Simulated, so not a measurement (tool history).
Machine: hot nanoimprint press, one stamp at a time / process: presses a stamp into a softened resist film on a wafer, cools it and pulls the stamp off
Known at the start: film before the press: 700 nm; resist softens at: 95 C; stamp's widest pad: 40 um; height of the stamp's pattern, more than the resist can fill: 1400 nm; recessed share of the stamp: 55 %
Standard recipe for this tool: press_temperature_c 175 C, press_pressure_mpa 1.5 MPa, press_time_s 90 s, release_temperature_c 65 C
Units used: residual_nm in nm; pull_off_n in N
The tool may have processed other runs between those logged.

run,day,press_temperature_c,press_pressure_mpa,press_time_s,release_temperature_c,residual_nm,pull_off_n
1,0,175,1.5,90,65,348.4,168
2,2.467,175,1.5,90,65,350.5,168
# day 4.517: press's hydraulic seals changed and the load cell set to zero
# day 5.3: stamp cleaned and given a new release coat
3,5.896,175,1.5,90,65,350,163
4,7.654,175,1.5,90,65,348,160
5,11.2,175,1.5,90,65,351.5,173
# day 11.554: plate thermocouple calibrated
# day 13.042: stamp cleaned and given a new release coat
6,15.071,180,1.5,90,65,304,171
7,18.604,180,1.5,90,65,302.7,171
# day 20.683: stamp cleaned and given a new release coat
8,22.238,185,1.5,90,65,265.4,166
9,23.746,185,1.5,90,65,264.3,167
10,25.262,174,1.5,90,65,356.2,169
# day 28.183: stamp cleaned and given a new release coat
11,28.758,174,1.35,90,65,374.2,164
12,30.292,175,1.16,87,65,400.1,163
13,33.075,177,1.2,122,56,334.1,185
14,34.983,174,1.5,58,65,406.6,165
# day 35.692: stamp cleaned and given a new release coat
15,38.425,175,1.98,85,69,302.6,155
16,41.838,175,1.97,85,73,304.2,146
# day 43.383: stamp cleaned and given a new release coat
17,43.517,163,1.52,75,55,482.1,191
18,46.346,163,2.38,75,64,408.6,171
# day 49.667: plate thermocouple calibrated
19,49.788,168,1.5,111,52,395.4,192
# day 51.054: stamp cleaned and given a new release coat
20,53.029,176,1.48,64,66,376.9,166
21,56.425,176,1.48,70,65,365.5,170

Each row is a separate what-if for the run after 21, all from the same tool condition, not one after another. Results?
# day 58.521: stamp cleaned and given a new release coat
# day 58.854: press's hydraulic seals changed and the load cell set to zero
A,59.871,175,1.28,101,52,?,?
# day 58.521: stamp cleaned and given a new release coat
# day 58.854: press's hydraulic seals changed and the load cell set to zero
B,59.871,170,1.03,70,65,?,?
# day 58.521: stamp cleaned and given a new release coat
# day 58.854: press's hydraulic seals changed and the load cell set to zero
C,59.871,187,1.48,60,65,?,?
# day 58.521: stamp cleaned and given a new release coat
# day 58.854: press's hydraulic seals changed and the load cell set to zero
D,59.871,167,1.48,51,50,?,?

run,residual_nm,pull_off_n
A,359.1,192
B,490.2,168
C,291.2,165
D,491.8,197
Without the tool's hidden state the same runs would have given:
run,residual_nm,pull_off_n
A,365,192
B,498.1,168
C,295.9,165
D,499.8,196
